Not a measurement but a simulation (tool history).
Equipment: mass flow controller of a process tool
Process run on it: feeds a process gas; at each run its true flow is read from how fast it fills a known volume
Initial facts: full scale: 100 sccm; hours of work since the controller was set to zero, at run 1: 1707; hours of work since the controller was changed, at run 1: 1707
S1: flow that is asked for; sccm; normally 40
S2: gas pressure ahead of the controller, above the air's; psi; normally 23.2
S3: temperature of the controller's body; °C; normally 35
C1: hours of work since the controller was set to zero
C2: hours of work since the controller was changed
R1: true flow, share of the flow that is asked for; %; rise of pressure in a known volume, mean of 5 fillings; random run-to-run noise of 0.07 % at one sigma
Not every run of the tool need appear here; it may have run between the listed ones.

run      day  S1    S2  S3    C1    C2      R1
  1    0.000  40  23.2  35  1707  1707   97.80
  2   11.554  40  30.6  35  1877  1877   97.98
  3   23.383  40  30.6  35  2050  2050   98.07
  4   31.954  40  23.2  35  2176  2176   98.08
  5   40.508  40  23.2  35  2302  2302   98.30
  6   48.900  40  23.2  35  2425  2425   98.19
  7   55.825  40  23.2  35  2527  2527   98.19
  8   64.829  40  23.2  35  2659  2659   98.34
  9   76.775  97  23.2  35  2835  2835   99.37
 10   84.367  97  23.2  35  2946  2946   99.40
 11   94.171  97  23.2  35  3090  3090   99.56
 12  107.271  97  23.2  35  3283  3283   99.55
 13  119.617  17  23.2  35  3464  3464   98.42
 14  129.650  40  23.2  36  3612  3612   98.73
 15  136.633  40  23.2  36  3714  3714   98.96
 16  144.042  40  23.2  36  3823  3823   98.76
 17  156.767  40  23.2  36  4010  4010   98.99
 18  166.104  20  23.2  35  4147  4147   98.90
     168.029  -- controller's zero set anew
 19  173.554  40  29.0  35    81  4257   99.30
 20  182.633  40  23.2  40   215  4390   98.69
 21  188.688  40  28.4  40   304  4479   98.90
 22  200.892  40  30.3  40   483  4658   98.82
 23  211.138  40  30.3  40   633  4809   98.94
 24  220.650  59  23.2  35   773  4949   99.96
 25  230.962  17  37.6  35   925  5100   99.46
 26  239.062  90  33.9  22  1044  5219  102.25
 27  245.654  40  23.2  30  1141  5316  100.35
     256.417  -- controller exchanged for a calibrated one
 28  256.996  40  23.2  30     9     9  100.53
 29  267.100  40  23.2  30   157   157  100.61
 30  278.129  40  23.2  30   319   319  100.73
 31  286.917  40  23.2  30   448   448  100.66
 32  297.204  40  20.5  23   599   599  101.65
 33  307.392  40  23.1  23   749   749  101.82
     316.754  -- gauge calibrated
 34  316.754  13  34.8  27   887   887   98.44
 35  326.617  23  23.2  35  1031  1031   97.74
 36  339.888  12  20.9  36  1226  1226   97.53
 37  349.583  12  20.9  36  1369  1369   97.55
 38  357.754  38  39.6  36  1489  1489   98.19
 39  370.475  38  39.6  36  1676  1676   98.23
 40  382.450  38  29.6  26  1852  1852   99.51
 41  389.700  73  30.6  32  1958  1958   99.38
 42  400.021  73  30.6  32  2110  2110   99.36
 43  409.238  73  30.6  32  2245  2245   99.44
 44  414.929  50  21.5  29  2329  2329   99.50
 45  427.075  50  27.6  25  2508  2508  100.09
 46  438.221  40  27.3  25  2671  2671  100.02
     443.271  -- gauge calibrated
 47  448.817  40  23.2  40  2827  2827   97.22

Below are 5 alternative next runs, each starting from the tool's condition after run 47. Predict each:
  A  459.650  14  21.5  22  2986  2986   ?
  B  459.650  20  28.7  39  2986  2986   ?
  C  459.650  14  21.3  26  2986  2986   ?
  D  459.650  15  30.2  40  2986  2986   ?
  E  459.650  27  23.2  35  2986  2986   ?

run     R1
  A  99.08
  B  97.23
  C  98.69
  D  96.95
  E  97.76
The same runs, with their run-to-run variation unchanged, on a tool lacking any hidden condition would have given:
run     R1
  A  98.94
  B  97.09
  C  98.54
  D  96.81
  E  97.63
